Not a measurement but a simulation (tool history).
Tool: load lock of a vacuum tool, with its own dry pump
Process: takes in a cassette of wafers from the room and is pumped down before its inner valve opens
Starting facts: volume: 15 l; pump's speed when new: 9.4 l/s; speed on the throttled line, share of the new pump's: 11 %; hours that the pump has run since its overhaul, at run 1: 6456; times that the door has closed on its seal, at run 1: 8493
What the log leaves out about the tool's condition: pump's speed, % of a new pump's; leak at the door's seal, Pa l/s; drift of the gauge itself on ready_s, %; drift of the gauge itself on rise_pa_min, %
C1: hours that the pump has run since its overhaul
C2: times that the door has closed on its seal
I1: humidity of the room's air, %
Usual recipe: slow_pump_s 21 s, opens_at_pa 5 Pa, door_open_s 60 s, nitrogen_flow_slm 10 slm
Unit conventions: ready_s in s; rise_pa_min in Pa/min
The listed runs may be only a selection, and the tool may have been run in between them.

Run 1, day 0.000: usual settings; C1 6456; C2 8493; I1 42.7. Result: ready_s 36.6 s, rise_pa_min 0.064 Pa/min.
Run 2, day 5.838: usual settings; C1 6596; C2 9084; I1 44.9. Result: ready_s 36.3 s, rise_pa_min 0.067 Pa/min.
Run 3, day 13.092: usual settings but door_open_s 40 s; C1 6771; C2 9818; I1 44.6. Result: ready_s 36.8 s, rise_pa_min 0.049 Pa/min.
Run 4, day 20.738: usual settings but door_open_s 40 s; C1 6954; C2 10591; I1 43.9. Result: ready_s 36.6 s, rise_pa_min 0.054 Pa/min.
Run 5, day 26.067: usual settings but door_open_s 40 s; C1 7082; C2 11131; I1 44.1. Result: ready_s 36.4 s, rise_pa_min 0.066 Pa/min.
Run 6, day 32.179: usual settings; C1 7229; C2 11750; I1 45.3. Result: ready_s 37.1 s, rise_pa_min 0.079 Pa/min.
Run 7, day 36.071: usual settings; C1 7322; C2 12143; I1 45.1. Result: ready_s 36.4 s, rise_pa_min 0.074 Pa/min.
Run 8, day 40.342: usual settings; C1 7424; C2 12575; I1 42.8. Result: ready_s 36.8 s, rise_pa_min 0.074 Pa/min.
Run 9, day 45.458: usual settings; C1 7547; C2 13093; I1 46.1. Result: ready_s 37.4 s, rise_pa_min 0.076 Pa/min.
Run 10, day 54.167: usual settings; C1 7756; C2 13975; I1 45.3. Result: ready_s 36.8 s, rise_pa_min 0.080 Pa/min.
Run 11, day 62.075: usual settings; C1 7946; C2 14775; I1 47.8. Result: ready_s 36.7 s, rise_pa_min 0.086 Pa/min.
Run 12, day 69.283: usual settings; C1 8119; C2 15504; I1 42.5. Result: ready_s 36.7 s, rise_pa_min 0.077 Pa/min.
Run 13, day 75.354: usual settings; C1 8265; C2 16119; I1 44.3. Result: ready_s 36.6 s, rise_pa_min 0.085 Pa/min.
Run 14, day 80.929: usual settings but slow_pump_s 18 s; C1 8399; C2 16683; I1 44.2. Result: ready_s 34.6 s, rise_pa_min 0.082 Pa/min.
Run 15, day 88.658: usual settings but slow_pump_s 18 s; C1 8584; C2 17465; I1 46.2. Result: ready_s 34.4 s, rise_pa_min 0.094 Pa/min.
Run 16, day 95.338: usual settings but slow_pump_s 18 s, nitrogen_flow_slm 40 slm; C1 8744; C2 18141; I1 43.7. Result: ready_s 34.3 s, rise_pa_min 0.066 Pa/min.
Run 17, day 103.342: usual settings; C1 8936; C2 18951; I1 42.5. Result: ready_s 37.1 s, rise_pa_min 0.091 Pa/min.
Run 18, day 108.104: usual settings; C1 9051; C2 19433; I1 44.2. Result: ready_s 37.7 s, rise_pa_min 0.085 Pa/min.
Run 19, day 116.529: usual settings; C1 9253; C2 20286; I1 46.5. Result: ready_s 37.1 s, rise_pa_min 0.093 Pa/min.
Run 20, day 122.029: usual settings but opens_at_pa 9 Pa; C1 9385; C2 20842; I1 44.4. Result: ready_s 36.1 s, rise_pa_min 0.102 Pa/min.
Run 21, day 127.458: usual settings but slow_pump_s 14 s, opens_at_pa 7 Pa, door_open_s 151 s, nitrogen_flow_slm 37 slm; C1 9515; C2 21392; I1 43.3. Result: ready_s 30.3 s, rise_pa_min 0.098 Pa/min.
Run 22, day 135.162: usual settings but slow_pump_s 14 s, opens_at_pa 7 Pa, door_open_s 151 s, nitrogen_flow_slm 5 slm; C1 9700; C2 22171; I1 46.0. Result: ready_s 30.8 s, rise_pa_min 0.161 Pa/min.
Run 23, day 142.954: usual settings but slow_pump_s 14 s, opens_at_pa 7 Pa, door_open_s 151 s, nitrogen_flow_slm 12 slm; C1 9887; C2 22960; I1 44.4. Result: ready_s 30.9 s, rise_pa_min 0.141 Pa/min.
Run 24, day 151.054: usual settings but slow_pump_s 10 s, opens_at_pa 6 Pa, door_open_s 28 s, nitrogen_flow_slm 6 slm; C1 10082; C2 23780; I1 45.3. Result: ready_s 27.4 s, rise_pa_min 0.097 Pa/min.
Run 25, day 158.333: usual settings but slow_pump_s 10 s, opens_at_pa 6 Pa, door_open_s 130 s, nitrogen_flow_slm 6 slm; C1 10256; C2 24516; I1 45.5. Result: ready_s 27.3 s, rise_pa_min 0.146 Pa/min.
Run 26, day 166.250: usual settings but door_open_s 186 s, nitrogen_flow_slm 16 slm; C1 10446; C2 25317; I1 45.7. Result: ready_s 37.8 s, rise_pa_min 0.147 Pa/min.
Run 27, day 172.304: usual settings but slow_pump_s 12 s, door_open_s 86 s, nitrogen_flow_slm 16 slm; C1 10592; C2 25930; I1 45.5. Result: ready_s 30.1 s, rise_pa_min 0.123 Pa/min.
Run 28, day 180.121: usual settings but slow_pump_s 12 s, door_open_s 86 s, nitrogen_flow_slm 4 slm; C1 10779; C2 26722; I1 48.1. Result: ready_s 30.0 s, rise_pa_min 0.146 Pa/min.
Run 29, day 186.104: usual settings but slow_pump_s 12 s, door_open_s 86 s, nitrogen_flow_slm 4 slm; C1 10923; C2 27327; I1 46.7. Result: ready_s 29.5 s, rise_pa_min 0.152 Pa/min.
Run 30, day 190.492: usual settings but slow_pump_s 12 s, opens_at_pa 7 Pa, door_open_s 89 s, nitrogen_flow_slm 4 slm; C1 11028; C2 27771; I1 43.4. Result: ready_s 29.5 s, rise_pa_min 0.150 Pa/min.
Run 31, day 198.383: usual settings but slow_pump_s 14 s, opens_at_pa 7 Pa, door_open_s 89 s, nitrogen_flow_slm 26 slm; C1 11218; C2 28570; I1 45.2. Result: ready_s 30.8 s, rise_pa_min 0.121 Pa/min.
Run 32, day 204.008: usual settings but slow_pump_s 38 s, door_open_s 28 s, nitrogen_flow_slm 24 slm; C1 11352; C2 29139; I1 43.0. Result: ready_s 52.4 s, rise_pa_min 0.111 Pa/min.
Run 33, day 211.833: usual settings but slow_pump_s 20 s, opens_at_pa 6 Pa, door_open_s 29 s, nitrogen_flow_slm 5 slm; C1 11540; C2 29930; I1 46.6. Result: ready_s 36.8 s, rise_pa_min 0.129 Pa/min.
Run 34, day 217.579: usual settings but slow_pump_s 13 s; C1 11678; C2 30512; I1 44.2. Result: ready_s 31.4 s, rise_pa_min 0.134 Pa/min.
Run 35, day 223.483: usual settings but slow_pump_s 13 s; C1 11820; C2 31110; I1 42.6. Result: ready_s 30.5 s, rise_pa_min 0.139 Pa/min.
Run 36, day 228.433: usual settings but slow_pump_s 13 s; C1 11939; C2 31611; I1 46.2. Result: ready_s 31.2 s, rise_pa_min 0.139 Pa/min.
At day 230.158: dry pump taken out, an overhauled one fitted.
Run 37, day 234.858: usual settings but slow_pump_s 13 s; C1 113; C2 32236; I1 39.8. Result: ready_s 27.9 s, rise_pa_min 0.131 Pa/min.

The same runs without the tool's hidden state, with the same run-to-run variation:
run  ready_s  rise_pa_min
  1     34.9        0.049
  2     34.5        0.051
  3     35.0        0.032
  4     34.7        0.035
  5     34.5        0.044
  6     35.2        0.057
  7     34.5        0.051
  8     34.8        0.050
  9     35.4        0.051
 10     34.7        0.051
 11     34.6        0.056
 12     34.5        0.045
 13     34.3        0.051
 14     32.3        0.047
 15     32.0        0.056
 16     31.9        0.027
 17     34.6        0.049
 18     35.2        0.041
 19     34.6        0.046
 20     33.7        0.053
 21     27.7        0.046
 22     28.2        0.107
 23     28.1        0.085
 24     24.4        0.039
 25     24.4        0.086
 26     34.9        0.081
 27     26.9        0.055
 28     26.8        0.076
 29     26.3        0.079
 30     26.3        0.075
 31     27.7        0.045
 32     49.6        0.030
 33     33.5        0.045
 34     27.9        0.048
 35     26.9        0.051
 36     27.6        0.048
 37     27.7        0.039
